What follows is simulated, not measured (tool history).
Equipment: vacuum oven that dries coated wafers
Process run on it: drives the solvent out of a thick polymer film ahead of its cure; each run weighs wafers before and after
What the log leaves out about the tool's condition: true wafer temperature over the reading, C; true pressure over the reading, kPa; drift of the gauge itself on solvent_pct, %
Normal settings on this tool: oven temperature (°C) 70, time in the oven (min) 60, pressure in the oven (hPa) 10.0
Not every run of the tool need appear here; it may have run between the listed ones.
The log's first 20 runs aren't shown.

run,day,oven temperature (°C),time in the oven (min),pressure in the oven (hPa),hours of work since the thermocouples were calibrated,hours of work since the vacuum gauge was cleaned of residue,solvent left in the film (%)
21,10.658,70,60,10.0,553,460,1.15
22,11.371,70,60,10.0,562,470,1.20
23,11.738,79,74,7.7,567,475,0.32
24,12.250,79,74,7.7,574,482,0.29
25,12.612,64,82,34.5,579,487,2.32
26,13.250,64,82,34.5,588,495,2.35
27,13.879,79,82,34.5,596,503,0.90
28,14.338,59,54,24.5,602,510,4.35
29,14.796,59,71,24.5,608,516,3.32
30,15.467,69,60,6.5,618,525,1.20
31,15.829,69,60,6.5,622,530,1.17
32,16.625,63,68,15.2,633,540,2.17
33,17.250,56,60,10.0,641,549,3.99
34,17.879,56,60,10.0,650,557,4.06
35,18.333,56,60,10.0,656,563,4.05
36,18.675,70,32,10.0,661,568,3.36
37,19.062,70,32,10.0,666,573,3.31
38,19.867,70,32,10.0,677,584,3.39
39,20.471,70,32,10.0,685,592,3.39
40,21.138,64,104,25.2,694,601,1.59
41,21.796,64,104,25.2,703,610,1.58
42,22.208,61,40,9.7,708,615,4.63
43,22.879,85,57,9.7,717,624,0.26

Here are 5 independent what-if runs from the current tool condition. What would each one return?
A,23.412,57,33,38.4,724,632,?
B,23.412,71,93,10.0,724,632,?
C,23.412,77,42,9.9,724,632,?
D,23.412,59,39,9.3,724,632,?
E,23.412,70,32,15.2,724,632,?

run,solvent left in the film (%)
A,7.74
B,0.58
C,1.14
D,5.23
E,3.57
Stripped of hidden state, with their random variation kept, the same runs would have yielded:
run,solvent left in the film (%)
A,7.32
B,0.45
C,0.96
D,4.84
E,3.24
